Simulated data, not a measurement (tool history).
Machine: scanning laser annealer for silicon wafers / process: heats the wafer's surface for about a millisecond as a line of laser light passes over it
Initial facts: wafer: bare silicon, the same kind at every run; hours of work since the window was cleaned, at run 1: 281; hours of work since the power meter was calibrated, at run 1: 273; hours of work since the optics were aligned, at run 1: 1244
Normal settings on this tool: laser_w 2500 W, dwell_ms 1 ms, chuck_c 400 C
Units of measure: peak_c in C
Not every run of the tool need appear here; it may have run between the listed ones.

run	hour	laser_w	dwell_ms	chuck_c	hours of work since the window was cleaned	hours of work since the power meter was calibrated	hours of work since the optics were aligned	peak_c
1	0	2500	1	400	281	273	1244	1208
2	5.9	2500	1	400	285	277	1248	1206
3	15	2500	1	400	291	283	1254	1201
4	22.9	2500	1	400	297	288	1259	1206
5	34	2500	1	407	304	296	1267	1210
6	39.9	2500	0.82	400	308	300	1271	1122
7	47.2	2500	0.82	400	313	305	1276	1118
8	53.2	2500	0.82	400	317	309	1280	1123
9	59.1	2500	0.82	400	321	313	1284	1119
10	68.5	2281	1	400	328	319	1290	1122
11	80.4	2281	1	400	336	327	1298	1128
12	92.3	2500	1	400	344	335	1306	1201
13	101.6	2500	1	400	350	342	1313	1201
14	111.5	2500	1	381	357	348	1319	1181
15	118.6	2500	1	381	362	353	1324	1179
16	125.2	2500	1.13	400	366	357	1329	1256
# hour 133.3: optics aligned, line set to its width
17	142.2	2369	0.79	400	374	366	6	1073
18	150.2	2369	0.79	400	380	371	11	1073
19	160.1	2369	0.79	400	386	378	18	1065
20	172.3	2516	0.72	408	395	386	26	1087
21	178.8	2516	0.72	408	399	390	31	1093
22	189	2377	0.72	416	406	397	38	1052
23	199.6	2377	0.72	413	413	404	45	1051
24	205.5	2377	0.72	413	417	408	49	1050
25	215.7	2500	1.08	375	424	415	56	1219
26	224.4	2500	1.08	375	430	421	62	1222
27	231.4	2211	1.18	433	435	426	66	1207
28	238.8	2211	1.05	428	440	431	71	1156

Predict each of these 4 candidate next runs independently; none follows another, all start after run 28:
A	250.8	2477	0.86	373	448	439	80	?
B	250.8	2729	1.19	387	448	439	80	?
C	250.8	2700	1.05	428	448	439	80	?
D	250.8	2430	1.19	382	448	439	80	?

run	peak_c
A	1106
B	1363
C	1327
D	1242
Without the tool's hidden state the same runs would have given:
run	peak_c
A	1132
B	1398
C	1359
D	1273

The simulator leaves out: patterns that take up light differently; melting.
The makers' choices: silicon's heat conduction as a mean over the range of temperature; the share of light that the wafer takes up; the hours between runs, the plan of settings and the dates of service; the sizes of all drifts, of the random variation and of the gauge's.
